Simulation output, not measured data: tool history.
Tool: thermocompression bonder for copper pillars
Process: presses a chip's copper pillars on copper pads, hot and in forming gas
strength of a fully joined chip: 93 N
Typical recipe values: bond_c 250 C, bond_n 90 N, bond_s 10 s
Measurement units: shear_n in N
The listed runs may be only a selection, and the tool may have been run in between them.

{"run": 1, "hour": 0.0, "bond_c": 250, "bond_n": 90, "bond_s": 10, "shear_n": 67.8}
{"run": 2, "hour": 31.1, "bond_c": 250, "bond_n": 90, "bond_s": 10, "shear_n": 67.8}
{"run": 3, "hour": 51.2, "bond_c": 250, "bond_n": 90, "bond_s": 10, "shear_n": 67.4}
{"run": 4, "hour": 74.0, "bond_c": 250, "bond_n": 90, "bond_s": 10, "shear_n": 67.2}
{"run": 5, "hour": 89.9, "bond_c": 250, "bond_n": 96, "bond_s": 10, "shear_n": 68.6}
{"run": 6, "hour": 117.9, "bond_c": 250, "bond_n": 96, "bond_s": 10, "shear_n": 67.9}
{"run": 7, "hour": 148.9, "bond_c": 250, "bond_n": 96, "bond_s": 10, "shear_n": 70.6}
{"run": 8, "hour": 176.4, "bond_c": 250, "bond_n": 90, "bond_s": 10, "shear_n": 68.3}
{"run": 9, "hour": 192.0, "bond_c": 250, "bond_n": 90, "bond_s": 10, "shear_n": 69.5}
{"run": 10, "hour": 207.5, "bond_c": 250, "bond_n": 90, "bond_s": 6, "shear_n": 60.5}
{"run": 11, "hour": 221.4, "bond_c": 250, "bond_n": 90, "bond_s": 10, "shear_n": 69.3}
{"run": 12, "hour": 243.4, "bond_c": 250, "bond_n": 90, "bond_s": 10, "shear_n": 69}
{"run": 13, "hour": 267.4, "bond_c": 250, "bond_n": 90, "bond_s": 10, "shear_n": 68.7}
{"run": 14, "hour": 284.0, "bond_c": 250, "bond_n": 60, "bond_s": 10, "shear_n": 58.8}
{"run": 15, "hour": 311.0, "bond_c": 250, "bond_n": 60, "bond_s": 10, "shear_n": 58.4}
{"run": 16, "hour": 328.0, "bond_c": 250, "bond_n": 60, "bond_s": 10, "shear_n": 58.3}
{"run": 17, "hour": 359.4, "bond_c": 250, "bond_n": 111, "bond_s": 10, "shear_n": 73.4}
{"run": 18, "hour": 382.8, "bond_c": 272, "bond_n": 111, "bond_s": 10, "shear_n": 81.6}
{"run": 19, "hour": 398.1, "bond_c": 250, "bond_n": 90, "bond_s": 10, "shear_n": 69.1}
{"run": 20, "hour": 422.5, "bond_c": 250, "bond_n": 90, "bond_s": 10, "shear_n": 68.4}
{"run": 21, "hour": 447.0, "bond_c": 250, "bond_n": 90, "bond_s": 10, "shear_n": 68.6}
{"run": 22, "hour": 469.4, "bond_c": 270, "bond_n": 115, "bond_s": 28, "shear_n": 88}
{"run": 23, "hour": 490.6, "bond_c": 253, "bond_n": 123, "bond_s": 9, "shear_n": 75}
{"run": 24, "hour": 511.0, "bond_c": 232, "bond_n": 126, "bond_s": 22, "shear_n": 78.7}
{"run": 25, "hour": 537.4, "bond_c": 247, "bond_n": 90, "bond_s": 29, "shear_n": 80.9}
{"run": 26, "hour": 564.9, "bond_c": 247, "bond_n": 90, "bond_s": 29, "shear_n": 81.6}
{"run": 27, "hour": 582.9, "bond_c": 271, "bond_n": 61, "bond_s": 10, "shear_n": 67.5}
{"run": 28, "hour": 598.6, "bond_c": 271, "bond_n": 61, "bond_s": 10, "shear_n": 68.6}
{"run": 29, "hour": 612.3, "bond_c": 228, "bond_n": 90, "bond_s": 26, "shear_n": 71.3}
{"run": 30, "hour": 630.3, "bond_c": 228, "bond_n": 90, "bond_s": 26, "shear_n": 71.8}
{"run": 31, "hour": 653.1, "bond_c": 260, "bond_n": 90, "bond_s": 26, "shear_n": 84}
{"run": 32, "hour": 682.3, "bond_c": 260, "bond_n": 90, "bond_s": 26, "shear_n": 85.1}
{"run": 33, "hour": 697.2, "bond_c": 248, "bond_n": 90, "bond_s": 26, "shear_n": 82.8}
{"run": 34, "hour": 724.0, "bond_c": 234, "bond_n": 66, "bond_s": 9, "shear_n": 52.1}
{"run": 35, "hour": 751.5, "bond_c": 232, "bond_n": 72, "bond_s": 7, "shear_n": 49.3}
{"run": 36, "hour": 766.9, "bond_c": 264, "bond_n": 67, "bond_s": 10, "shear_n": 69.3}
{"run": 37, "hour": 794.3, "bond_c": 264, "bond_n": 67, "bond_s": 10, "shear_n": 68.9}
{"run": 38, "hour": 809.2, "bond_c": 270, "bond_n": 91, "bond_s": 14, "shear_n": 82.4}
{"run": 39, "hour": 830.9, "bond_c": 270, "bond_n": 91, "bond_s": 14, "shear_n": 81.8}
{"run": 40, "hour": 858.4, "bond_c": 250, "bond_n": 63, "bond_s": 6, "shear_n": 52.3}
{"run": 41, "hour": 882.3, "bond_c": 265, "bond_n": 110, "bond_s": 6, "shear_n": 72.8}

Not shown here: 2 entries made in the log between runs. Locate each between two listed runs and compare the hidden state at the listed run before it with the hidden state at the listed run after it:
From run 6 to run 7: forming gas filter changed (hour 145.6)
  true temperature of the bond over the reading, C: 4.9 -> 5; oxide that the forming gas leaves, % of the face: 3.33 -> 0.54
  measured minus no-state result, shear_n: -0.2 -> +1.9 N
From run 31 to run 32: forming gas filter changed (hour 662.2)
  true temperature of the bond over the reading, C: 7.4 -> 7.5; oxide that the forming gas leaves, % of the face: 3.29 -> 0.66
  measured minus no-state result, shear_n: -0.8 -> +1.4 N
